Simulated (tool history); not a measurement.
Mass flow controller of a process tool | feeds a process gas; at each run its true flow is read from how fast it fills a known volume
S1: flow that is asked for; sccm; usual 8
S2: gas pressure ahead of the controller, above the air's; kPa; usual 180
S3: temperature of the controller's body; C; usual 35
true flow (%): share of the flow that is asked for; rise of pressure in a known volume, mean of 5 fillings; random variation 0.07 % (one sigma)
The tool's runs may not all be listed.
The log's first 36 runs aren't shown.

Run 37, day 87.4: usual settings but S1 11 sccm, S2 171 kPa, S3 26 C. Result: true flow (%) 98.71.
Run 38, day 89.338: usual settings but S1 11 sccm, S2 203 kPa, S3 26 C. Result: true flow (%) 98.51.
Run 39, day 92.088: usual settings but S1 6 sccm, S2 239 kPa, S3 26 C. Result: true flow (%) 98.36.
At day 93.075: controller's zero set anew, once more.
Run 40, day 95.446: usual settings but S3 23 C. Result: true flow (%) 97.64.
Run 41, day 97.304: usual settings but S2 182 kPa, S3 23 C. Result: true flow (%) 97.59.
Run 42, day 99.3: usual settings but S2 182 kPa, S3 23 C. Result: true flow (%) 97.68.
Run 43, day 102.462: usual settings but S1 19 sccm, S2 182 kPa, S3 23 C. Result: true flow (%) 99.33.
Run 44, day 105.808: usual settings but S3 36 C. Result: true flow (%) 96.93.
Run 45, day 107.621: usual settings but S3 36 C. Result: true flow (%) 96.98.
Run 46, day 109.425: usual settings but S2 206 kPa, S3 32 C. Result: true flow (%) 97.
Run 47, day 113.004: usual settings but S1 7 sccm. Result: true flow (%) 96.86.
Run 48, day 115.238: usual settings but S1 7 sccm. Result: true flow (%) 96.95.
Run 49, day 117.05: usual settings but S1 13 sccm, S2 209 kPa, S3 27 C. Result: true flow (%) 98.11.

Forecast each of these 3 alternatives for the next run:
Run A, day 119.733: usual settings but S2 160 kPa. Result: true flow (%) ?.
Run B, day 119.733: usual settings but S1 3 sccm, S2 162 kPa, S3 34 C. Result: true flow (%) ?.
Run C, day 119.733: usual settings but S1 13 sccm, S2 186 kPa, S3 24 C. Result: true flow (%) ?.

run  true flow (%)
  A          97.07
  B          96.92
  C          98.38
Without the tool's hidden state the same runs would have given:
run  true flow (%)
  A           97.6
  B          97.06
  C             99
